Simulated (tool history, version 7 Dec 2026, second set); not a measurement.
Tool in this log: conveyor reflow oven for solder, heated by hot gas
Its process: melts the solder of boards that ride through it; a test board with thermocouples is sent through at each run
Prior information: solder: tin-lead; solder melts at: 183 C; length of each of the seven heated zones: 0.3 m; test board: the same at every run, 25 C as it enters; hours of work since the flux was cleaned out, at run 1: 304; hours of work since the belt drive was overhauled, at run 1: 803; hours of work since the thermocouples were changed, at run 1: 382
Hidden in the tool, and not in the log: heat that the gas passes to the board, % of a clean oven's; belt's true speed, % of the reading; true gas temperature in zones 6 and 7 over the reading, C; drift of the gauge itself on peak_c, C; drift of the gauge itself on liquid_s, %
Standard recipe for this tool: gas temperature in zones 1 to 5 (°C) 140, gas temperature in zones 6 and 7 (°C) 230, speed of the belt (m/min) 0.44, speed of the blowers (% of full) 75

| run | hour | gas temperature in zones 1 to 5 (°C) | gas temperature in zones 6 and 7 (°C) | speed of the belt (m/min) | speed of the blowers (% of full) | hours of work since the flux was cleaned out | hours of work since the belt drive was overhauled | hours of work since the thermocouples were changed | highest temperature of the board (°C) | time above the solder's melting point (s) |
|---|---|---|---|---|---|---|---|---|---|---|
| 1 | 0 | 140 | 230 | 0.44 | 75 | 304 | 803 | 382 | 213.2 | 60 |
| 2 | 51.9 | 140 | 230 | 0.44 | 75 | 334 | 833 | 412 | 213.6 | 59.7 |
| 3 | 83.6 | 140 | 230 | 0.44 | 75 | 352 | 851 | 430 | 212.6 | 59.3 |
| 4 | 131.9 | 140 | 230 | 0.44 | 75 | 380 | 879 | 458 | 212.3 | 58.9 |
| 5 | 176.8 | 147 | 230 | 0.44 | 75 | 406 | 904 | 484 | 213.4 | 62.9 |
| 6 | 211.1 | 147 | 230 | 0.44 | 75 | 425 | 924 | 503 | 213 | 62.4 |
| 7 | 239.4 | 147 | 230 | 0.44 | 75 | 441 | 940 | 519 | 213.3 | 62.5 |
|  | 265.8 | belt drive overhauled, speed set with a stopwatch |
| 8 | 272 | 147 | 230 | 0.44 | 75 | 458 | 4 | 536 | 213.7 | 64.1 |
|  | 287.6 | flux residue cleaned out of gas plates and filters |
| 9 | 321 | 147 | 230 | 0.44 | 75 | 19 | 29 | 561 | 217.4 | 67.3 |
| 10 | 363.1 | 140 | 231 | 0.44 | 75 | 43 | 53 | 585 | 217.1 | 65.4 |
|  | 370.2 | belt drive overhauled, speed set with a stopwatch, once more |
| 11 | 394.6 | 140 | 231 | 0.44 | 75 | 59 | 14 | 601 | 215.4 | 62.1 |
| 12 | 453 | 129 | 227 | 0.424 | 65 | 92 | 47 | 634 | 208.2 | 52.2 |
| 13 | 506.8 | 129 | 227 | 0.424 | 65 | 123 | 78 | 665 | 208.5 | 51.8 |
|  | 551.6 | thermocouples of zones 6 and 7 changed |
| 14 | 555.4 | 129 | 227 | 0.424 | 65 | 150 | 105 | 2 | 209.9 | 54.1 |
| 15 | 613.2 | 129 | 227 | 0.424 | 65 | 183 | 138 | 35 | 208.8 | 53.2 |
| 16 | 650 | 129 | 227 | 0.424 | 65 | 204 | 159 | 56 | 208.9 | 52.9 |
| 17 | 675.5 | 128 | 226 | 0.424 | 67 | 219 | 174 | 71 | 208.4 | 51.8 |
| 18 | 709.6 | 127 | 234 | 0.375 | 73 | 238 | 193 | 90 | 221 | 72 |
| 19 | 743.9 | 127 | 234 | 0.375 | 73 | 258 | 213 | 110 | 220.2 | 71.7 |
| 20 | 792 | 127 | 234 | 0.375 | 73 | 285 | 240 | 138 | 220.1 | 72.4 |
| 21 | 827.2 | 131 | 242 | 0.44 | 75 | 305 | 260 | 158 | 223.1 | 62.8 |
| 22 | 874.3 | 134 | 242 | 0.44 | 82 | 332 | 287 | 185 | 224.3 | 65.6 |

Branching from run 22: 4 alternative next runs. What would each branch give?
| A | 927.1 | 149 | 224 | 0.389 | 75 | 363 | 318 | 215 | ? | ? |
| B | 927.1 | 140 | 243 | 0.44 | 89 | 363 | 318 | 215 | ? | ? |
| C | 927.1 | 148 | 238 | 0.44 | 82 | 363 | 318 | 215 | ? | ? |
| D | 927.1 | 140 | 233 | 0.382 | 71 | 363 | 318 | 215 | ? | ? |

| run | highest temperature of the board (°C) | time above the solder's melting point (s) |
|---|---|---|
| A | 213 | 72.4 |
| B | 227.3 | 69.6 |
| C | 223.1 | 70.1 |
| D | 219.5 | 75.2 |
Take away the tool's hidden state, keep each run's random variation, and the runs would have read:
| run | highest temperature of the board (°C) | time above the solder's melting point (s) |
|---|---|---|
| A | 216 | 75.7 |
| B | 231.7 | 71.9 |
| C | 227 | 72.4 |
| D | 222.9 | 78.2 |
